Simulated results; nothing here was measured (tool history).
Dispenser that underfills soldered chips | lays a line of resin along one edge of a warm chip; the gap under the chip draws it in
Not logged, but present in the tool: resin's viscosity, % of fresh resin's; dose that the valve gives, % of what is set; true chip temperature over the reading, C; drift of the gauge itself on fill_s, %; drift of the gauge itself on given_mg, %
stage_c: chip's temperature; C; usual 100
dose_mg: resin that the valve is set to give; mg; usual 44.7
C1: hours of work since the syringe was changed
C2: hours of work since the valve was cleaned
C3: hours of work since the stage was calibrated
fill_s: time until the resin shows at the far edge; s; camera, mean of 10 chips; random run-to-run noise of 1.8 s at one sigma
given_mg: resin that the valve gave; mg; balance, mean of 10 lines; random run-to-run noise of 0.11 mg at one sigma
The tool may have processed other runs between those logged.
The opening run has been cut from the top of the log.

At hour 7.8: new syringe of resin.
Run 2, hour 7.8: usual settings but dose_mg 47.8 mg; C1 0; C2 43; C3 8. Result: fill_s 173.7 s, given_mg 46.83 mg.
Run 3, hour 14.6: usual settings but dose_mg 45.7 mg; C1 5; C2 48; C3 13. Result: fill_s 257.9 s, given_mg 44.73 mg.
At hour 19.1: new syringe of resin.
Run 4, hour 19.9: usual settings but dose_mg 45.7 mg; C1 1; C2 52; C3 16. Result: fill_s 177.8 s, given_mg 44.62 mg.
Run 5, hour 26: usual settings but dose_mg 45.7 mg; C1 5; C2 56; C3 20. Result: fill_s 253.2 s, given_mg 44.53 mg.
At hour 30.1: new syringe of resin.
Run 6, hour 34.5: usual settings but stage_c 103 C; C1 3; C2 62; C3 26. Result: fill_s 198.9 s, given_mg 43.42 mg.
At hour 39.1: dispensing valve cleaned and set on the balance.
Run 7, hour 39.1: usual settings but stage_c 103 C; C1 6; C2 0; C3 29. Result: fill_s 245.6 s, given_mg 44.99 mg.
At hour 42.6: new syringe of resin.
Run 8, hour 43.4: usual settings but dose_mg 52.8 mg; C1 1; C2 3; C3 32. Result: fill_s 176.1 s, given_mg 53.08 mg.
Run 9, hour 50.8: usual settings; C1 6; C2 8; C3 37. Result: fill_s 281.7 s, given_mg 44.83 mg.
At hour 53.7: new syringe of resin.
Run 10, hour 57.7: usual settings; C1 3; C2 13; C3 42. Result: fill_s 221.6 s, given_mg 44.41 mg.
At hour 65: new syringe of resin.
Run 11, hour 65.9: usual settings; C1 1; C2 18; C3 47. Result: fill_s 184.9 s, given_mg 44.34 mg.
Run 12, hour 73.1: usual settings; C1 6; C2 24; C3 52. Result: fill_s 280.6 s, given_mg 44.48 mg.
At hour 75.9: new syringe of resin.
Run 13, hour 78.2: usual settings; C1 2; C2 27; C3 56. Result: fill_s 196.9 s, given_mg 44.31 mg.
Run 14, hour 86.1: usual settings; C1 7; C2 33; C3 61. Result: fill_s 310.2 s, given_mg 44.2 mg.
At hour 86.9: new syringe of resin.
Run 15, hour 91.9: usual settings but stage_c 92 C; C1 4; C2 37; C3 65. Result: fill_s 316.8 s, given_mg 44.27 mg.
At hour 97.8: new syringe of resin.
Run 16, hour 98.8: usual settings but stage_c 111 C; C1 1; C2 41; C3 70. Result: fill_s 123.3 s, given_mg 43.96 mg.
Run 17, hour 103.1: usual settings but dose_mg 44.2 mg; C1 4; C2 44; C3 73. Result: fill_s 237 s, given_mg 43.31 mg.
Run 18, hour 107.3: usual settings but stage_c 104 C; C1 7; C2 47; C3 76. Result: fill_s 264.3 s, given_mg 43.82 mg.
At hour 108.8: new syringe of resin.
Run 19, hour 111.8: usual settings but stage_c 86 C, dose_mg 53.8 mg; C1 2; C2 50; C3 79. Result: fill_s 343.2 s, given_mg 52.86 mg.

Run 20 comes next. What will it give?
Run 20, hour 116.1: usual settings but stage_c 94 C, dose_mg 44.6 mg; C1 5; C2 53; C3 82. Result: fill_s ?, given_mg ?.

{"run 20": {"fill_s": 321.8, "given_mg": 43.65}}
Minus the tool's unlogged condition, the same run would have read fill_s 214.6 s, given_mg 44.58 mg.

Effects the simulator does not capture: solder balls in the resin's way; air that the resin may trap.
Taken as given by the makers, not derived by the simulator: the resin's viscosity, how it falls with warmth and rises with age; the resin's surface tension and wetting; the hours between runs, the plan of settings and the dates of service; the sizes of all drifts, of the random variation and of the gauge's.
